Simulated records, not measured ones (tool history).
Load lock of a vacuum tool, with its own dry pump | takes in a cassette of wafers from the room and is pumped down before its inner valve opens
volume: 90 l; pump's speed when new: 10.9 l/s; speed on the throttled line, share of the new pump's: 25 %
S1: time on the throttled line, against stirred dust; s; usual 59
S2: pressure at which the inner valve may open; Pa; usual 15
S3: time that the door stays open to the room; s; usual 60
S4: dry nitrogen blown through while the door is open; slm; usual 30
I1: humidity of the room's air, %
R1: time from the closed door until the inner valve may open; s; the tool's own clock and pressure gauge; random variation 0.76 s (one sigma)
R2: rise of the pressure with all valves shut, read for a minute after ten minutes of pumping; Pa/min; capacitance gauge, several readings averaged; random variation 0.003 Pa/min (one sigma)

run,hour,S1,S2,S3,S4,I1,R1,R2
1,0.0,59,15,60,30,45.8,117.5,0.017
2,278.6,59,15,60,30,47.7,116.3,0.011
3,480.6,59,15,60,30,44.8,118.0,0.005
4,914.0,59,10,60,30,41.6,119.0,0.010
5,1110.4,59,10,60,30,42.2,121.7,0.009
6,1543.8,59,10,60,34,43.1,120.5,0.010
7,1735.1,59,10,60,34,48.2,120.8,0.008
8,1924.5,59,15,60,30,44.2,119.9,0.012
9,2147.8,59,15,60,30,48.0,117.0,0.014
10,2587.0,59,15,60,30,44.2,117.1,0.010
11,2931.0,59,15,60,30,46.1,115.7,0.014
12,3240.9,59,15,60,30,43.7,117.3,0.010
13,3571.8,52,15,60,30,46.1,110.5,0.009
14,4006.6,59,15,60,30,42.0,116.2,0.011
15,4375.8,59,15,60,30,42.9,116.0,0.009
16,4824.4,59,15,183,30,44.4,117.1,0.019
17,5050.4,55,15,60,30,47.0,114.2,0.012
18,5315.2,55,15,60,30,47.8,112.8,0.008
19,5578.1,55,15,60,30,46.0,113.6,0.009
20,5949.0,39,12,60,40,43.3,104.7,0.009
21,6395.6,38,20,60,5,45.8,98.9,0.020
22,6823.5,77,13,69,39,44.1,133.1,0.006
23,7213.1,77,13,69,39,46.1,133.0,0.006
24,7539.8,85,13,69,39,44.8,136.7,0.004
25,7930.0,47,13,69,28,45.7,108.9,0.014
26,8142.8,59,13,60,43,43.3,117.3,0.010
27,8370.9,59,13,60,43,46.7,117.9,0.013
28,8661.1,38,15,60,30,45.9,100.7,0.004
29,8850.1,53,15,60,8,45.0,111.7,0.018
30,9290.1,53,15,60,8,45.8,113.4,0.017
31,9641.4,53,15,60,8,41.4,112.6,0.017
32,9857.6,86,15,60,38,43.2,137.4,0.005
33,10130.6,56,15,60,18,46.3,114.4,0.012
34,10461.1,56,15,60,18,46.0,116.1,0.015
35,10886.5,59,14,128,30,43.8,117.8,0.016
36,11240.3,59,11,120,30,43.4,122.4,0.011

Taken out of this log: 1 entry between the listed runs. Where each belongs, and how the hidden state differs across it:
Between runs 20 and 21: dry pump taken out, an overhauled one fitted (hour 6068.5)
  pump's speed, % of a new pump's: 99.8 -> 100
